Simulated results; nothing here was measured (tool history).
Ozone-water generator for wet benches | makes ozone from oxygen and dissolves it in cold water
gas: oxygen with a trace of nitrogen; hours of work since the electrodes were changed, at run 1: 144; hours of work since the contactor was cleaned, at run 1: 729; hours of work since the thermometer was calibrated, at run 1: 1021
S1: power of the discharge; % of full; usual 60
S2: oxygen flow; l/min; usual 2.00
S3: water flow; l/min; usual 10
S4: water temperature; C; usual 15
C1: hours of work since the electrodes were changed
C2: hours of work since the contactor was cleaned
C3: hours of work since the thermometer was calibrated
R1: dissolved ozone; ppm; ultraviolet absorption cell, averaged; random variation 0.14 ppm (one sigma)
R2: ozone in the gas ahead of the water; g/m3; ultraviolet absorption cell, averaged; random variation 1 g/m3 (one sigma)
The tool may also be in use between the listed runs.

run   hour  S1    S2  S3  S4   C1    C2    C3    R1     R2
  1    0.0  60  2.00  10  15  144   729  1021  17.1  177.9
  2   15.9  60  2.00  10  15  156   741  1033  17.3  178.5
  3   38.9  60  1.53  10  15  174   759  1051  16.3  202.9
  4   59.7  60  1.53  10  15  190   775  1067  16.6  203.1
  5   92.3  60  1.53  10  15  215   800  1092  16.4  205.4
  6  105.6  60  1.53  10  15  225   810  1102  16.2  202.3
  7  121.2  60  1.05  10  15  237   822  1114  15.0  242.6
  8  146.4  60  1.05  10  15  256   842  1133  15.0  243.2
  9  178.8  60  1.05  10  15  281   867  1158  14.7  244.3
 10  195.4  60  2.00  10  15  294   879  1171  17.1  179.5
 11  220.8  60  2.00  10  15  314   899  1190  17.2  178.2
 12  241.2  96  2.00  10  15  329   914  1206  26.7  281.1
 13  258.0  60  2.00  10  15  342   927  1219  17.2  179.0
 14  284.7  60  2.00  10  15  363   948  1240  17.3  180.7
 15  315.9  60  2.00  10  15  387   972  1264  17.3  179.4
 16  329.7  60  2.00  10  15  397   983  1274  17.1  179.2
 17  352.0  60  2.00  10  15  414  1000  1291  17.2  179.6
 18  365.8  58  2.00  10  12  425  1010  1302  17.0  176.2
 19  379.4  99  2.00  10   9  435  1021  1312  29.7  287.9
 20  403.6  99  1.04  10  21  454  1039  1331  22.9  400.6
 21  431.0  88  1.65   9  16  475  1060  1352  25.9  284.8
 22  446.1  88  1.65   9  16  487  1072  1364  26.1  284.5
 23  468.2  88  1.65   9  16  504  1089  1381  26.0  285.4
 24  493.1  88  1.65   9  16  523  1108  1400  25.8  287.7
 25  510.6  88  1.65   9  16  536  1121  1413  26.0  283.7
 26  540.4  68  2.00  10  11  559  1144  1436  20.2  204.3
 27  556.6  60  2.00  11  18  572  1157  1448  15.4  182.2
 28  575.0  60  2.00  11  18  586  1171  1463  15.3  180.9
 29  599.1  60  2.00  10   9  604  1189  1481  18.4  181.0
 30  612.5  60  2.00  10   9  614  1200  1491  18.3  180.1
 31  643.2  60  3.03  16   9  638  1223  1515  12.8  149.5
 32  664.0  60  3.03  16   9  654  1239  1531  13.1  149.5
 33  696.7  57  2.00  10   9  679  1264  1556  17.5  172.9

Forecast each of these 3 alternatives for the next run:
  A  727.9  91  2.00  11  16  703  1288  1580   ?   ?
  B  727.9  60  2.00  10  22  703  1288  1580   ?   ?
  C  727.9  46  2.00  10  15  703  1288  1580   ?   ?

run    R1     R2
  A  23.0  270.1
  B  16.0  183.0
  C  13.6  142.8
Without the tool's hidden state the same runs would have given:
run    R1     R2
  A  23.1  264.4
  B  16.0  179.1
  C  13.6  139.8
